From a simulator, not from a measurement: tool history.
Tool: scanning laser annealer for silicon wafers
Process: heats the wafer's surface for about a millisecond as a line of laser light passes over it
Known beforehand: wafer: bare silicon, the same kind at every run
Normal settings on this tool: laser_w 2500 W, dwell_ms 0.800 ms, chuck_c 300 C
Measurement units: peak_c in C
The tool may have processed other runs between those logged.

run 1 hour=0.0 | laser_w=2500 dwell_ms=0.800 chuck_c=300 | peak_c=1065
run 2 hour=21.5 | laser_w=2500 dwell_ms=0.800 chuck_c=300 | peak_c=1064
run 3 hour=41.8 | laser_w=2500 dwell_ms=0.800 chuck_c=300 | peak_c=1066
run 4 hour=57.6 | laser_w=2500 dwell_ms=0.800 chuck_c=300 | peak_c=1066
run 5 hour=75.8 | laser_w=2500 dwell_ms=0.800 chuck_c=300 | peak_c=1065
run 6 hour=94.6 | laser_w=2464 dwell_ms=0.800 chuck_c=273 | peak_c=1028
run 7 hour=111.4 | laser_w=2392 dwell_ms=0.621 chuck_c=319 | peak_c=946
run 8 hour=120.7 | laser_w=2312 dwell_ms=0.835 chuck_c=340 | peak_c=1053
run 9 hour=132.0 | laser_w=2312 dwell_ms=0.835 chuck_c=340 | peak_c=1050
run 10 hour=142.0 | laser_w=2315 dwell_ms=0.659 chuck_c=332 | peak_c=954

Alternative continuations, all from the tool just after run 10; predict every row:
run A hour=156.4 | laser_w=2394 dwell_ms=0.659 chuck_c=332 | peak_c=?
run B hour=156.4 | laser_w=2664 dwell_ms=0.862 chuck_c=288 | peak_c=?
run C hour=156.4 | laser_w=2441 dwell_ms=0.800 chuck_c=328 | peak_c=?
run D hour=156.4 | laser_w=2576 dwell_ms=0.739 chuck_c=300 | peak_c=?
run E hour=156.4 | laser_w=2434 dwell_ms=0.800 chuck_c=262 | peak_c=?

run=A peak_c=987
run=B peak_c=1151
run=C peak_c=1072
run=D peak_c=1064
run=E peak_c=1001
With the hidden condition removed and each run's random variation left untouched, the same runs would have given:
run=A peak_c=988
run=B peak_c=1152
run=C peak_c=1073
run=D peak_c=1065
run=E peak_c=1002
